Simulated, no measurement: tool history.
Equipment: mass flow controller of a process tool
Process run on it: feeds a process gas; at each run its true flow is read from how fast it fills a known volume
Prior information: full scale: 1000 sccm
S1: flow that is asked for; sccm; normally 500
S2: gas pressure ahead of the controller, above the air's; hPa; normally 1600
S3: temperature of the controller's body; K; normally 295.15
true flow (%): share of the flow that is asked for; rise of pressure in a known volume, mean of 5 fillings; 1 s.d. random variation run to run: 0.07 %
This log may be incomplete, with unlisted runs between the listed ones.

Run 1, hour 0.0: usual settings. Result: true flow (%) 97.43.
Run 2, hour 34.2: usual settings. Result: true flow (%) 97.35.
Run 3, hour 93.5: usual settings. Result: true flow (%) 97.32.
Run 4, hour 130.6: usual settings but S2 2430 hPa. Result: true flow (%) 97.26.
Run 5, hour 175.0: usual settings. Result: true flow (%) 97.41.
Run 6, hour 245.0: usual settings but S2 2120 hPa. Result: true flow (%) 97.21.
Run 7, hour 299.7: usual settings. Result: true flow (%) 97.15.
Run 8, hour 331.6: usual settings. Result: true flow (%) 97.32.
Run 9, hour 366.4: usual settings. Result: true flow (%) 97.24.
Run 10, hour 429.9: usual settings. Result: true flow (%) 97.20.
Run 11, hour 490.8: usual settings. Result: true flow (%) 97.11.
Run 12, hour 547.3: usual settings. Result: true flow (%) 97.20.
Run 13, hour 584.5: usual settings. Result: true flow (%) 97.10.
Run 14, hour 616.1: usual settings. Result: true flow (%) 97.14.
Run 15, hour 677.2: usual settings. Result: true flow (%) 97.07.
Run 16, hour 710.1: usual settings. Result: true flow (%) 96.98.
Run 17, hour 783.7: usual settings. Result: true flow (%) 96.90.
Run 18, hour 856.7: usual settings. Result: true flow (%) 97.00.
Run 19, hour 917.3: usual settings but S3 311.15 K. Result: true flow (%) 98.49.
Run 20, hour 978.9: usual settings but S3 311.15 K. Result: true flow (%) 98.51.
Run 21, hour 1048.7: usual settings but S3 311.15 K. Result: true flow (%) 98.41.
Run 22, hour 1090.4: usual settings but S3 311.15 K. Result: true flow (%) 98.41.
Run 23, hour 1134.3: usual settings but S1 236 sccm, S3 311.15 K. Result: true flow (%) 96.93.
Run 24, hour 1188.0: usual settings. Result: true flow (%) 96.79.
Run 25, hour 1220.4: usual settings but S1 415 sccm. Result: true flow (%) 96.42.
Run 26, hour 1294.7: usual settings but S1 133 sccm, S2 2650 hPa, S3 313.15 K. Result: true flow (%) 95.50.
Run 27, hour 1354.4: usual settings but S1 324 sccm, S2 1810 hPa, S3 311.15 K. Result: true flow (%) 97.34.
Run 28, hour 1429.4: usual settings but S1 159 sccm, S2 1510 hPa, S3 311.15 K. Result: true flow (%) 95.81.
Run 29, hour 1496.2: usual settings but S1 159 sccm, S2 1510 hPa, S3 311.15 K. Result: true flow (%) 95.87.
Run 30, hour 1559.1: usual settings but S2 2370 hPa, S3 301.15 K. Result: true flow (%) 96.96.
Run 31, hour 1629.7: usual settings but S1 349 sccm, S2 2370 hPa, S3 301.15 K. Result: true flow (%) 96.15.
Run 32, hour 1684.1: usual settings but S1 691 sccm, S2 1550 hPa, S3 305.15 K. Result: true flow (%) 98.32.
Run 33, hour 1732.5: usual settings but S1 418 sccm, S2 2580 hPa, S3 293.15 K. Result: true flow (%) 95.70.
Run 34, hour 1792.2: usual settings but S1 418 sccm, S2 2580 hPa, S3 293.15 K. Result: true flow (%) 95.50.
Run 35, hour 1859.0: usual settings but S1 869 sccm, S2 2580 hPa, S3 304.15 K. Result: true flow (%) 98.67.
Run 36, hour 1899.5: usual settings but S1 130 sccm, S2 2530 hPa, S3 301.15 K. Result: true flow (%) 93.50.
Run 37, hour 1951.8: usual settings but S1 130 sccm, S2 2530 hPa, S3 301.15 K. Result: true flow (%) 93.38.
Run 38, hour 1992.0: usual settings but S1 130 sccm, S2 2530 hPa, S3 301.15 K. Result: true flow (%) 93.38.
Run 39, hour 2040.0: usual settings but S1 226 sccm, S2 1950 hPa, S3 312.15 K. Result: true flow (%) 96.09.
Run 40, hour 2110.5: usual settings but S1 275 sccm, S2 1760 hPa. Result: true flow (%) 94.93.
Run 41, hour 2173.6: usual settings but S1 275 sccm, S2 1760 hPa. Result: true flow (%) 94.85.
Run 42, hour 2208.8: usual settings but S1 102 sccm, S2 1770 hPa. Result: true flow (%) 91.72.
Run 43, hour 2267.2: usual settings but S1 102 sccm, S2 1770 hPa. Result: true flow (%) 91.71.
Run 44, hour 2337.5: usual settings but S1 102 sccm, S2 1770 hPa. Result: true flow (%) 91.52.
Run 45, hour 2370.0: usual settings but S1 102 sccm, S2 1770 hPa. Result: true flow (%) 91.56.
Run 46, hour 2417.0: usual settings but S1 956 sccm, S2 2790 hPa, S3 312.15 K. Result: true flow (%) 99.38.
Run 47, hour 2447.4: usual settings but S2 1850 hPa. Result: true flow (%) 96.00.

Consider 3 possible next runs. They are alternatives, not a sequence: every one starts from the tool as it was left by run 47. What does each give?
Run A, hour 2480.0: usual settings but S1 214 sccm, S2 1710 hPa. Result: true flow (%) ?.
Run B, hour 2480.0: usual settings but S2 1770 hPa, S3 305.15 K. Result: true flow (%) ?.
Run C, hour 2480.0: usual settings but S1 554 sccm, S2 2770 hPa, S3 305.15 K. Result: true flow (%) ?.

run  true flow (%)
  A          93.93
  B          96.99
  C          97.05
With no hidden state in the tool, these same runs would have given:
run  true flow (%)
  A          97.14
  B          99.07
  C          99.05

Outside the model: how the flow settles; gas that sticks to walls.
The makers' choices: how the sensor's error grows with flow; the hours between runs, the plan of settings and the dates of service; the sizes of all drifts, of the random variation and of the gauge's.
